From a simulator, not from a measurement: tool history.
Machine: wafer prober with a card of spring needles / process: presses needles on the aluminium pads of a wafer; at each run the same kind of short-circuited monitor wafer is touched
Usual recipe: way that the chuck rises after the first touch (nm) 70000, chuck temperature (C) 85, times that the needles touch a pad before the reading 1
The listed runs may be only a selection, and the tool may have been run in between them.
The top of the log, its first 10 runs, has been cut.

run     day  way that the chuck rises after the first touch (nm)  chuck temperature (C)  times that the needles touch a pad before the reading  touches since the tips were cleaned  cleanings since the card got new needles  touches since the first contact's height was set  resistance of one needle with its contact and lead (mohm)  way that a needle slides on the pad (nm)
      5.892  -- tips cleaned on abrasive film
 11   6.371                                                70000                    103                                                      1                                 5387                                        56                                             16631                                                        271                                     13460
      6.483  -- tips cleaned on abrasive film
 12   6.988                                                70000                    103                                                      1                                 5657                                        57                                             23512                                                        275                                     13400
      7.104  -- tips cleaned on abrasive film
 13   7.421                                                70000                     85                                                      1                                 3566                                        58                                             28358                                                        268                                     13420
      7.688  -- tips cleaned on abrasive film
      7.829  -- height of the first contact set anew, once more
 14       8                                                70000                     85                                                      1                                 3336                                        59                                              1918                                                        261                                     13940
      8.279  -- tips cleaned on abrasive film
 15   8.425                                                70000                     85                                                      1                                 1619                                        60                                              6670                                                        256                                     13900
      8.912  -- tips cleaned on abrasive film
 16   9.021                                                70000                     85                                                      1                                 1225                                        61                                             13343                                                        258                                     13880
      9.496  -- tips cleaned on abrasive film
 17   9.683                                                70000                     85                                                      1                                 2107                                        62                                             20702                                                        261                                     13850
     10.112  -- tips cleaned on abrasive film
 18  10.262                                                66000                     52                                                      2                                 1658                                        63                                             27176                                                        249                                     13020
      10.75  -- tips cleaned on abrasive film
 19  11.067                                                66000                    125                                                      3                                 3562                                        64                                             36183                                                        266                                     13010
     11.354  -- tips cleaned on abrasive film
 20  11.758                                                58000                     34                                                      1                                 4520                                        65                                             43899                                                        264                                     11370
     11.954  -- tips cleaned on abrasive film
 21    12.3                                                53000                     34                                                      1                                 3904                                        66                                             49954                                                        268                                     10360
     12.546  -- tips cleaned on abrasive film
 22  13.017                                                53000                     34                                                      1                                 5307                                        67                                             57963                                                        279                                     10350
     13.138  -- tips cleaned on abrasive film
     13.746  -- tips cleaned on abrasive film
 23  13.746                                                77000                     60                                                      2                                    0                                        69                                             66081                                                        245                                     15060
     14.338  -- tips cleaned on abrasive film
 24  14.638                                                70000                     60                                                      1                                 3368                                        70                                             76043                                                        253                                     13680
      14.75  -- height of the first contact set anew
     14.929  -- tips cleaned on abrasive film
 25  15.129                                                70000                     60                                                      1                                 2222                                        71                                              4207                                                        252                                     13940
     15.525  -- tips cleaned on abrasive film
 26  15.842                                                70000                     60                                                      1                                 3579                                        72                                             12192                                                        255                                     13890
     16.117  -- tips cleaned on abrasive film
 27  16.296                                                66000                     60                                                      2                                 2037                                        73                                             17247                                                        253                                     13070
     16.733  -- tips cleaned on abrasive film
 28  16.946                                                66000                     60                                                      2                                 2384                                        74                                             24504                                                        255                                     13030
     17.333  -- tips cleaned on abrasive film
 29  17.367                                                58000                     27                                                      3                                  391                                        75                                             29202                                                        242                                     11460
     17.946  -- tips cleaned on abrasive film
 30  18.108                                                58000                     87                                                      3                                 1794                                        76                                             37455                                                        255                                     11420
     18.567  -- tips cleaned on abrasive film
 31  18.671                                                58000                     48                                                      3                                 1170                                        77                                             43758                                                        245                                     11380

Each row is a separate what-if for the run after 31, all from the same tool condition, not one after another. Results?
  A  19.117                                                85000                     85                                                      3                                 6157                                        77                                             48745                                                          ?                                         ?
  B  19.117                                                77000                     33                                                      1                                 6157                                        77                                             48745                                                          ?                                         ?
  C  19.117                                                58000                     33                                                      1                                 6157                                        77                                             48745                                                          ?                                         ?

run  resistance of one needle with its contact and lead (mohm)  way that a needle slides on the pad (nm)
  A                                                        251                                     16770
  B                                                        251                                     15170
  C                                                        268                                     11390
Without the tool's unlogged condition, the same runs would have read:
run  resistance of one needle with its contact and lead (mohm)  way that a needle slides on the pad (nm)
  A                                                        244                                     16930
  B                                                        232                                     15330
  C                                                        237                                     11550

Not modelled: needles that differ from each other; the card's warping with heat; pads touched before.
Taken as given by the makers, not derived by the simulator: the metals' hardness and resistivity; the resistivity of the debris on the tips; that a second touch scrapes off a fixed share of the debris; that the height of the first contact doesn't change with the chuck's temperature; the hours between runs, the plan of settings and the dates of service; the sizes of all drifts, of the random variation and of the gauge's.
